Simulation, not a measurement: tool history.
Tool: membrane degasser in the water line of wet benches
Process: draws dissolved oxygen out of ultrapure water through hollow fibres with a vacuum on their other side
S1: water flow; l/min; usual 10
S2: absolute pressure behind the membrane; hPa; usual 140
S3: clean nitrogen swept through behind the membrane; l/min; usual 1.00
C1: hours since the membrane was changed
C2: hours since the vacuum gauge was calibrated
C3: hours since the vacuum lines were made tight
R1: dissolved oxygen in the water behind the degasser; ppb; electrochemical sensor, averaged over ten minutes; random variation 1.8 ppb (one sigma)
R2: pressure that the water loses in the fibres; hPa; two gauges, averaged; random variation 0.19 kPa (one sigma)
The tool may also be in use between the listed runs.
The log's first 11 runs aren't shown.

run 12 hour=3122.1 | S1=8 S2=140 S3=1.00 | C1=10353 C2=3968 C3=7185 | R1=219.2 R2=328.9
run 13 hour=3307.2 | S1=8 S2=140 S3=1.05 | C1=10538 C2=4153 C3=7370 | R1=210.1 R2=331.7
run 14 hour=3535.0 | S1=8 S2=140 S3=1.00 | C1=10766 C2=4380 C3=7598 | R1=218.7 R2=330.6
run 15 hour=3872.9 | S1=8 S2=140 S3=1.00 | C1=11104 C2=4718 C3=7936 | R1=219.5 R2=331.0
run 16 hour=4118.2 | S1=10 S2=140 S3=1.00 | C1=11349 C2=4964 C3=8181 | R1=269.8 R2=410.1
run 17 hour=4356.0 | S1=10 S2=312 S3=1.43 | C1=11587 C2=5201 C3=8419 | R1=478.7 R2=412.5
run 18 hour=4667.7 | S1=9 S2=196 S3=1.43 | C1=11899 C2=5513 C3=8731 | R1=264.0 R2=373.8
run 19 hour=4855.5 | S1=9 S2=196 S3=1.43 | C1=12086 C2=5701 C3=8918 | R1=264.6 R2=375.5
run 20 hour=5032.9 | S1=9 S2=196 S3=1.43 | C1=12264 C2=5878 C3=9096 | R1=265.3 R2=374.7
run 21 hour=5278.4 | S1=9 S2=196 S3=1.43 | C1=12509 C2=6124 C3=9341 | R1=264.9 R2=373.2
run 22 hour=5577.0 | S1=8 S2=140 S3=0.59 | C1=12808 C2=6422 C3=9640 | R1=356.8 R2=333.8
run 23 hour=5899.4 | S1=8 S2=140 S3=0.59 | C1=13130 C2=6745 C3=9962 | R1=359.0 R2=333.5
run 24 hour=6200.5 | S1=7 S2=211 S3=1.00 | C1=13431 C2=7046 C3=10263 | R1=326.5 R2=292.7
-- hour=6218.9 seals of the vacuum lines changed
run 25 hour=6551.8 | S1=11 S2=173 S3=1.24 | C1=13781 C2=7395 C3=333 | R1=296.3 R2=461.1
run 26 hour=6694.7 | S1=11 S2=173 S3=1.24 | C1=13924 C2=7538 C3=476 | R1=298.5 R2=460.2
-- hour=6973.5 vacuum gauge calibrated
run 27 hour=6974.5 | S1=14 S2=323 S3=1.23 | C1=14203 C2=1 C3=755 | R1=738.2 R2=586.1
run 28 hour=7119.7 | S1=7 S2=312 S3=0.46 | C1=14348 C2=146 C3=900 | R1=888.8 R2=292.9
run 29 hour=7295.9 | S1=7 S2=312 S3=0.46 | C1=14524 C2=322 C3=1076 | R1=889.8 R2=292.2
run 30 hour=7467.5 | S1=14 S2=140 S3=0.47 | C1=14696 C2=494 C3=1248 | R1=649.6 R2=587.6
run 31 hour=7738.8 | S1=15 S2=158 S3=2.52 | C1=14967 C2=765 C3=1519 | R1=194.9 R2=632.5
run 32 hour=8064.1 | S1=15 S2=158 S3=2.52 | C1=15293 C2=1091 C3=1845 | R1=196.8 R2=630.5

Forecast each of these 3 alternatives for the next run:
run A hour=8368.4 | S1=15 S2=276 S3=1.32 | C1=15597 C2=1395 C3=2149 | R1=? R2=?
run B hour=8368.4 | S1=6 S2=158 S3=2.52 | C1=15597 C2=1395 C3=2149 | R1=? R2=?
run C hour=8368.4 | S1=16 S2=140 S3=1.00 | C1=15597 C2=1395 C3=2149 | R1=? R2=?

run=A R1=633.9 R2=629.2
run=B R1=77.8 R2=248.7
run=C R1=401.5 R2=668.4
Without the tool's hidden state the same runs would have given:
run=A R1=621.8 R2=598.5
run=B R1=74.5 R2=236.5
run=C R1=391.6 R2=635.7
